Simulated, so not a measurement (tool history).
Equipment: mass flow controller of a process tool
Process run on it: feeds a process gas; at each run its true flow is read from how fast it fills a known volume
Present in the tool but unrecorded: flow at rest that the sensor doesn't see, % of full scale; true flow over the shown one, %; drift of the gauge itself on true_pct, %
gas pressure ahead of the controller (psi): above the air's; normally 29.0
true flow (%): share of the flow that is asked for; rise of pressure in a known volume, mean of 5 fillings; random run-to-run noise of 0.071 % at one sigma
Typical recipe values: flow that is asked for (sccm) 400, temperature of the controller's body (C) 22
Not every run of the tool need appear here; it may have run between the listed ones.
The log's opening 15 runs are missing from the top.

run     hour  flow that is asked for (sccm)  gas pressure ahead of the controller (psi)  temperature of the controller's body (C)  hours of work since the controller was set to zero  hours of work since the controller was changed  true flow (%)
 16   4597.3                            108                                        29.0                                        22                                                3349                                            3349          97.90
 17   4776.5                            108                                        29.0                                        22                                                3409                                            3409          97.82
      5039.5  -- gauge calibrated
 18   5050.1                            108                                        29.0                                        22                                                3501                                            3501          99.98
 19   5240.9                            108                                        29.0                                        22                                                3566                                            3566          99.97
 20   5520.6                            615                                        25.5                                        33                                                3660                                            3660          98.81
 21   5904.7                            615                                        25.5                                        33                                                3789                                            3789          98.59
 22   6313.0                            181                                        23.2                                        39                                                3927                                            3927          97.57
 23   6711.6                            181                                        23.2                                        39                                                4061                                            4061          97.34
 24   6977.8                            181                                        33.5                                        39                                                4151                                            4151          97.67
 25   7163.1                            181                                        25.2                                        28                                                4213                                            4213          98.48
 26   7452.4                            181                                        25.2                                        28                                                4311                                            4311          98.24
 27   7853.2                            181                                        25.2                                        28                                                4446                                            4446          98.21
 28   8105.3                            392                                        29.0                                        27                                                4531                                            4531          98.18
 29   8276.8                            184                                        28.0                                        22                                                4589                                            4589          98.48
 30   8446.4                            135                                        21.0                                        22                                                4646                                            4646          98.39
 31   8629.0                            135                                        21.0                                        22                                                4708                                            4708          98.16
 32   8979.9                            564                                        38.4                                        22                                                4826                                            4826          98.61
 33   9375.8                            400                                        30.6                                        22                                                4959                                            4959          98.12
 34   9739.4                            447                                        29.0                                        22                                                5082                                            5082          97.85
 35  10026.0                            400                                        40.3                                        22                                                5178                                            5178          98.01

Forecast each of these 3 alternatives for the next run:
  A  10212.6                            172                                        29.0                                        35                                                5241                                            5241              ?
  B  10212.6                            988                                        29.0                                        29                                                5241                                            5241              ?
  C  10212.6                            249                                        23.8                                        37                                                5241                                            5241              ?

run  true flow (%)
  A          96.41
  B          97.19
  C          96.10
Stripped of hidden state, with their random variation kept, the same runs would have yielded:
run  true flow (%)
  A          98.77
  B          99.59
  C          98.46
